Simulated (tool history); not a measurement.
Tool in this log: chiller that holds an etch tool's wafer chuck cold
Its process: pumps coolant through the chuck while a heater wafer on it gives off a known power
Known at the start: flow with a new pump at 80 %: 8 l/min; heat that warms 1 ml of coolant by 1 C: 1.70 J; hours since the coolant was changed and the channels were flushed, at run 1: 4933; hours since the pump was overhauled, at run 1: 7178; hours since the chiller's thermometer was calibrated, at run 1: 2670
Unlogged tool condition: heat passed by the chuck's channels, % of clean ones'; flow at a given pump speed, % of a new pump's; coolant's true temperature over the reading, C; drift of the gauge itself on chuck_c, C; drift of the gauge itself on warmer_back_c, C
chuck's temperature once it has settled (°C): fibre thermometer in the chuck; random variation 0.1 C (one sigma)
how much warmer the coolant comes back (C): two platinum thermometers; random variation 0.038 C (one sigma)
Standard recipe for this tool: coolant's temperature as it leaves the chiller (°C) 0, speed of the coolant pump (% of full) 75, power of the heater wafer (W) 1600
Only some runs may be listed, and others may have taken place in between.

run	hour	coolant's temperature as it leaves the chiller (°C)	speed of the coolant pump (% of full)	power of the heater wafer (W)	hours since the coolant was changed and the channels were flushed	hours since the pump was overhauled	hours since the chiller's thermometer was calibrated	chuck's temperature once it has settled (°C)	how much warmer the coolant comes back (C)
1	0	0	75	1600	4933	7178	2670	17.5	7.52
2	149.8	0	75	1600	5083	7328	2819	17.7	7.48
3	321.1	0	75	1600	5254	7500	2991	17.6	7.46
4	429.3	0	75	1600	5363	7608	3099	17.5	7.48
5	584.8	0	75	1600	5518	7763	3254	17.7	7.43
6	669.8	0	75	1600	5603	7848	3339	17.6	7.35
7	794.4	0	75	1600	5728	7973	3464	17.5	7.35
# hour 906.1: coolant changed, channels flushed
8	952.5	0	75	1600	46	8125	3616	17.5	7.41
9	1054.6	0	75	1600	149	8227	3718	17.6	7.29
10	1170.2	0	75	1600	264	8343	3834	17.5	7.38
11	1320.5	0	75	1600	414	8493	3984	17.6	7.35
12	1469.5	0	75	1600	563	8642	4133	17.6	7.23
13	1590.4	0	75	856	684	8763	4254	9.5	3.82
14	1772.4	5	75	1600	866	8945	4436	22.7	7.32
15	1958.2	5	75	1600	1052	9131	4622	22.6	7.27
# hour 1974.1: chiller's thermometer calibrated
16	2146.7	0	75	1600	1240	9318	173	17.6	7.2
17	2295.4	0	75	1600	1388	9467	321	17.6	7.12
18	2462	0	75	1577	1555	9633	488	17.3	6.94
# hour 2559.1: coolant pump overhauled
19	2640.9	0	75	1577	1729	82	662	17.3	6.98
20	2725.9	-8	92	1801	1814	167	747	9.2	6.43
21	2875.5	4	70	1154	1963	316	896	17.3	5.35
# hour 2965: gauge calibrated
22	3054.2	4	70	1154	2142	495	1075	17.4	5.82
23	3177.6	4	70	1154	2266	618	1198	17.3	5.71
24	3312.5	-1	69	2007	2400	753	1333	22.4	10.17
25	3478.5	-10	86	850	2566	919	1499	-1.6	3.35
26	3660.6	0	76	1398	2749	1102	1682	15	6.32
27	3752.4	0	99	1624	2840	1193	1773	14.8	5.65
28	3881.4	0	95	1600	2969	1322	1902	15	5.78
29	4027.1	-5	68	1220	3115	1468	2048	9.3	6.18
30	4123.9	-8	71	1967	3212	1565	2145	14.5	9.55
31	4295.3	-8	71	1967	3383	1736	2316	14.2	9.58

Alternative continuations, all from the tool just after run 31; predict every row:
A	4469.7	-4	78	1967	3558	1911	2491	?	?
B	4469.7	0	95	1600	3558	1911	2491	?	?
C	4469.7	6	71	1014	3558	1911	2491	?	?
D	4469.7	-9	91	1226	3558	1911	2491	?	?

run	chuck's temperature once it has settled (°C)	how much warmer the coolant comes back (C)
A	17	8.62
B	14.9	5.79
C	17.7	4.79
D	2.7	4.45
Without the tool's unlogged condition, the same runs would have read:
run	chuck's temperature once it has settled (°C)	how much warmer the coolant comes back (C)
A	17	8.86
B	14.8	6.03
C	17.7	5.03
D	2.7	4.69
